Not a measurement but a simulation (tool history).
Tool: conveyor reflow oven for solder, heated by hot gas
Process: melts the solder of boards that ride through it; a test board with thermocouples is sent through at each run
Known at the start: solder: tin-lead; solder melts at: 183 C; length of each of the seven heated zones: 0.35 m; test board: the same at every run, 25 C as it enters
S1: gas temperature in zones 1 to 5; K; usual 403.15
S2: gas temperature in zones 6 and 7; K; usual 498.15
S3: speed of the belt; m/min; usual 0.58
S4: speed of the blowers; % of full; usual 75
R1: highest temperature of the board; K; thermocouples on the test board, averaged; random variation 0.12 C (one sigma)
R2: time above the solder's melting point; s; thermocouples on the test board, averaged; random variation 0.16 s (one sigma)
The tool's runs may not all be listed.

Run 1, day 0: usual settings. Result: R1 477.45 K, R2 39.7 s.
At day 0.65: flux residue cleaned out of gas plates and filters.
Run 2, day 1.796: usual settings but S1 400.15 K. Result: R1 478.15 K, R2 39.2 s.
Run 3, day 3.638: usual settings but S1 400.15 K. Result: R1 477.85 K, R2 39.3 s.
Run 4, day 5.104: usual settings but S1 400.15 K. Result: R1 477.75 K, R2 38.8 s.
Run 5, day 6.542: usual settings but S1 400.15 K. Result: R1 477.55 K, R2 39 s.
Run 6, day 7.625: usual settings but S2 497.15 K. Result: R1 477.35 K, R2 39.6 s.
Run 7, day 8.796: usual settings. Result: R1 478.05 K, R2 40.4 s.
At day 10.396: thermocouples of zones 6 and 7 changed.
Run 8, day 11.058: usual settings but S3 0.672 m/min. Result: R1 473.75 K, R2 28.9 s.
Run 9, day 13.221: usual settings but S3 0.672 m/min. Result: R1 473.35 K, R2 28.9 s.
Run 10, day 15.862: usual settings but S3 0.672 m/min. Result: R1 473.35 K, R2 28.6 s.
Run 11, day 16.95: usual settings but S3 0.672 m/min. Result: R1 473.35 K, R2 28.6 s.
At day 19.017: flux residue cleaned out of gas plates and filters.
Run 12, day 19.358: usual settings but S3 0.672 m/min. Result: R1 474.25 K, R2 30.1 s.
Run 13, day 21.825: usual settings but S3 0.672 m/min. Result: R1 474.35 K, R2 29.8 s.
Run 14, day 22.917: usual settings but S3 0.672 m/min. Result: R1 474.35 K, R2 29.7 s.
Run 15, day 24.625: usual settings but S1 394.15 K. Result: R1 477.45 K, R2 37.2 s.
Run 16, day 27.075: usual settings. Result: R1 478.95 K, R2 41.8 s.
Run 17, day 29.225: usual settings but S1 394.15 K, S2 509.15 K, S4 58 % of full. Result: R1 481.45 K, R2 40.2 s.
Run 18, day 31.183: usual settings but S1 394.15 K, S2 510.15 K, S4 58 % of full. Result: R1 482.15 K, R2 41 s.
Run 19, day 32.825: usual settings but S2 500.15 K, S4 70 % of full. Result: R1 479.05 K, R2 41.6 s.
Run 20, day 34.792: usual settings but S2 500.15 K, S4 70 % of full. Result: R1 479.05 K, R2 41.4 s.
Run 21, day 36.558: usual settings but S2 500.15 K, S4 70 % of full. Result: R1 478.85 K, R2 41.6 s.
At day 36.842: belt drive overhauled, speed set with a stopwatch.
At day 37.612: flux residue cleaned out of gas plates and filters.
Run 22, day 39.496: usual settings but S2 500.15 K, S4 70 % of full. Result: R1 479.75 K, R2 42.5 s.
Run 23, day 40.692: usual settings but S1 404.15 K, S2 503.15 K, S3 0.527 m/min. Result: R1 486.45 K, R2 54.8 s.
Run 24, day 41.817: usual settings but S1 412.15 K, S2 509.15 K. Result: R1 490.15 K, R2 54.8 s.
Run 25, day 44.462: usual settings but S1 410.15 K. Result: R1 480.15 K, R2 45.6 s.
Run 26, day 46.262: usual settings but S1 407.15 K. Result: R1 479.55 K, R2 44.1 s.
Run 27, day 47.575: usual settings but S1 407.15 K, S2 505.15 K. Result: R1 485.25 K, R2 49.1 s.
Run 28, day 49.092: usual settings but S1 407.15 K, S2 501.15 K. Result: R1 481.75 K, R2 45.7 s.
At day 49.821: thermocouples of zones 6 and 7 changed.
Run 29, day 50.342: usual settings but S3 0.484 m/min, S4 55 % of full. Result: R1 480.25 K, R2 52.9 s.
At day 51.433: belt drive overhauled, speed set with a stopwatch, once more.
Run 30, day 51.779: usual settings but S2 497.15 K, S3 0.673 m/min, S4 52 % of full. Result: R1 465.45 K, R2 17 s.
Run 31, day 53.475: usual settings but S2 497.15 K, S3 0.471 m/min, S4 52 % of full. Result: R1 478.85 K, R2 50.9 s.

The same runs without the tool's hidden state, with the same run-to-run variation:
The hidden state here: heat that the gas passes to the board, % of a clean oven's; belt's true speed, % of the reading; true gas temperature in zones 6 and 7 over the reading, C; drift of the gauge itself on peak_c, C; drift of the gauge itself on liquid_s, %.
run      R1    R2
  1  479.25  41.7
  2  479.05  40.1
  3  478.95  40.3
  4  478.85  39.9
  5  478.85  40.2
  6  478.65  40.9
  7  479.55  41.8
  8  474.35  29.5
  9  474.05  29.7
 10  474.25  29.7
 11  474.45  29.7
 12  474.15  29.7
 13  474.45  29.6
 14  474.45  29.6
 15  477.75  37.2
 16  479.35    42
 17  482.05  40.4
 18  482.85  41.3
 19  479.85  42.1
 20  480.05  42.1
 21  479.95  42.4
 22  479.95    42
 23  486.75  54.2
 24  490.55  54.2
 25  480.75  45.5
 26  480.25  44.1
 27  486.05    49
 28  482.65  45.8
 29  480.45  52.2
 30  466.55  18.7
 31  479.75  52.3
